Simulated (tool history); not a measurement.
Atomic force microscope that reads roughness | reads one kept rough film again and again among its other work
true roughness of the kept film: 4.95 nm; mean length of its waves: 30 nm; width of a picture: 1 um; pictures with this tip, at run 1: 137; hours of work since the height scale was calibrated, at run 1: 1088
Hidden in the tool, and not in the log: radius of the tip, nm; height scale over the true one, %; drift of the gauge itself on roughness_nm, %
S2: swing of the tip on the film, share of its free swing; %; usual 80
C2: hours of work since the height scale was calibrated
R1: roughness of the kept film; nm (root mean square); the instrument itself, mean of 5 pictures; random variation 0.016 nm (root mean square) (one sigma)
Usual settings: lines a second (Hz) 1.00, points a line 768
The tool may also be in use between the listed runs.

run 1 day=0.000 | lines_a_second_(Hz)=1.00 S2=80 points_a_line=768 | pictures_with_this_tip=137 C2=1088 | R1=3.228
run 2 day=1.508 | lines_a_second_(Hz)=1.00 S2=88 points_a_line=768 | pictures_with_this_tip=165 C2=1106 | R1=2.999
-- day=3.071 new tip fitted
run 3 day=3.071 | lines_a_second_(Hz)=1.00 S2=80 points_a_line=768 | pictures_with_this_tip=0 C2=1125 | R1=3.846
run 4 day=4.925 | lines_a_second_(Hz)=1.00 S2=80 points_a_line=768 | pictures_with_this_tip=35 C2=1147 | R1=3.667
run 5 day=7.308 | lines_a_second_(Hz)=1.00 S2=80 points_a_line=768 | pictures_with_this_tip=79 C2=1176 | R1=3.420
run 6 day=8.492 | lines_a_second_(Hz)=1.00 S2=80 points_a_line=768 | pictures_with_this_tip=102 C2=1190 | R1=3.362
run 7 day=9.538 | lines_a_second_(Hz)=0.74 S2=80 points_a_line=768 | pictures_with_this_tip=121 C2=1203 | R1=3.349
run 8 day=11.546 | lines_a_second_(Hz)=0.74 S2=80 points_a_line=768 | pictures_with_this_tip=159 C2=1227 | R1=3.189
run 9 day=12.642 | lines_a_second_(Hz)=1.00 S2=80 points_a_line=768 | pictures_with_this_tip=180 C2=1240 | R1=2.998
-- day=13.371 new tip fitted
run 10 day=14.733 | lines_a_second_(Hz)=1.00 S2=80 points_a_line=768 | pictures_with_this_tip=25 C2=1265 | R1=3.705
run 11 day=16.858 | lines_a_second_(Hz)=1.00 S2=80 points_a_line=768 | pictures_with_this_tip=65 C2=1290 | R1=3.515
run 12 day=19.100 | lines_a_second_(Hz)=1.00 S2=80 points_a_line=768 | pictures_with_this_tip=107 C2=1318 | R1=3.333
run 13 day=21.154 | lines_a_second_(Hz)=1.00 S2=80 points_a_line=648 | pictures_with_this_tip=146 C2=1342 | R1=3.141
run 14 day=23.008 | lines_a_second_(Hz)=1.00 S2=80 points_a_line=768 | pictures_with_this_tip=181 C2=1365 | R1=3.015
-- day=23.604 new tip fitted
run 15 day=25.058 | lines_a_second_(Hz)=1.00 S2=80 points_a_line=768 | pictures_with_this_tip=27 C2=1389 | R1=3.690
run 16 day=26.183 | lines_a_second_(Hz)=1.00 S2=55 points_a_line=768 | pictures_with_this_tip=48 C2=1403 | R1=3.867
run 17 day=28.046 | lines_a_second_(Hz)=2.09 S2=80 points_a_line=768 | pictures_with_this_tip=83 C2=1425 | R1=3.129
run 18 day=30.392 | lines_a_second_(Hz)=2.09 S2=59 points_a_line=768 | pictures_with_this_tip=127 C2=1453 | R1=3.326
run 19 day=31.692 | lines_a_second_(Hz)=2.09 S2=59 points_a_line=768 | pictures_with_this_tip=151 C2=1469 | R1=3.198
run 20 day=33.646 | lines_a_second_(Hz)=2.09 S2=59 points_a_line=768 | pictures_with_this_tip=188 C2=1493 | R1=3.093
-- day=33.971 new tip fitted
run 21 day=35.388 | lines_a_second_(Hz)=2.09 S2=66 points_a_line=768 | pictures_with_this_tip=26 C2=1513 | R1=3.718
run 22 day=37.679 | lines_a_second_(Hz)=0.99 S2=60 points_a_line=378 | pictures_with_this_tip=69 C2=1541 | R1=3.697
run 23 day=40.217 | lines_a_second_(Hz)=0.99 S2=60 points_a_line=378 | pictures_with_this_tip=117 C2=1572 | R1=3.493
run 24 day=42.592 | lines_a_second_(Hz)=0.58 S2=82 points_a_line=563 | pictures_with_this_tip=162 C2=1600 | R1=3.227
-- day=44.275 new tip fitted
run 25 day=44.762 | lines_a_second_(Hz)=1.16 S2=86 points_a_line=383 | pictures_with_this_tip=9 C2=1626 | R1=3.591
run 26 day=46.112 | lines_a_second_(Hz)=1.16 S2=86 points_a_line=383 | pictures_with_this_tip=34 C2=1642 | R1=3.456
run 27 day=47.275 | lines_a_second_(Hz)=1.16 S2=86 points_a_line=383 | pictures_with_this_tip=56 C2=1656 | R1=3.346
run 28 day=48.875 | lines_a_second_(Hz)=1.16 S2=86 points_a_line=383 | pictures_with_this_tip=86 C2=1676 | R1=3.231
run 29 day=50.342 | lines_a_second_(Hz)=1.00 S2=61 points_a_line=768 | pictures_with_this_tip=114 C2=1693 | R1=3.478
run 30 day=52.267 | lines_a_second_(Hz)=1.30 S2=58 points_a_line=514 | pictures_with_this_tip=150 C2=1717 | R1=3.294
run 31 day=53.421 | lines_a_second_(Hz)=1.30 S2=86 points_a_line=366 | pictures_with_this_tip=171 C2=1731 | R1=2.835
-- day=54.662 new tip fitted
run 32 day=55.496 | lines_a_second_(Hz)=1.73 S2=77 points_a_line=396 | pictures_with_this_tip=16 C2=1755 | R1=3.586
run 33 day=57.971 | lines_a_second_(Hz)=2.59 S2=70 points_a_line=717 | pictures_with_this_tip=62 C2=1785 | R1=3.372
run 34 day=59.804 | lines_a_second_(Hz)=1.39 S2=74 points_a_line=444 | pictures_with_this_tip=97 C2=1807 | R1=3.344
run 35 day=62.138 | lines_a_second_(Hz)=1.39 S2=74 points_a_line=444 | pictures_with_this_tip=141 C2=1835 | R1=3.150
run 36 day=63.804 | lines_a_second_(Hz)=1.39 S2=61 points_a_line=635 | pictures_with_this_tip=172 C2=1856 | R1=3.190
-- day=65.021 new tip fitted
run 37 day=66.021 | lines_a_second_(Hz)=0.70 S2=71 points_a_line=768 | pictures_with_this_tip=19 C2=1882 | R1=3.911
run 38 day=67.275 | lines_a_second_(Hz)=0.70 S2=71 points_a_line=768 | pictures_with_this_tip=43 C2=1897 | R1=3.808
run 39 day=68.833 | lines_a_second_(Hz)=0.70 S2=71 points_a_line=768 | pictures_with_this_tip=72 C2=1916 | R1=3.632

4 ways to go on from here, each from the tool as it stands after run 39. What would each give?
run A day=70.796 | lines_a_second_(Hz)=3.19 S2=74 points_a_line=622 | pictures_with_this_tip=109 C2=1940 | R1=?
run B day=70.796 | lines_a_second_(Hz)=0.67 S2=76 points_a_line=413 | pictures_with_this_tip=109 C2=1940 | R1=?
run C day=70.796 | lines_a_second_(Hz)=2.75 S2=71 points_a_line=567 | pictures_with_this_tip=109 C2=1940 | R1=?
run D day=70.796 | lines_a_second_(Hz)=0.67 S2=71 points_a_line=816 | pictures_with_this_tip=109 C2=1940 | R1=?

run=A R1=2.934
run=B R1=3.391
run=C R1=3.097
run=D R1=3.484
Without the tool's hidden state the same runs would have given:
run=A R1=3.501
run=B R1=4.045
run=C R1=3.694
run=D R1=4.156

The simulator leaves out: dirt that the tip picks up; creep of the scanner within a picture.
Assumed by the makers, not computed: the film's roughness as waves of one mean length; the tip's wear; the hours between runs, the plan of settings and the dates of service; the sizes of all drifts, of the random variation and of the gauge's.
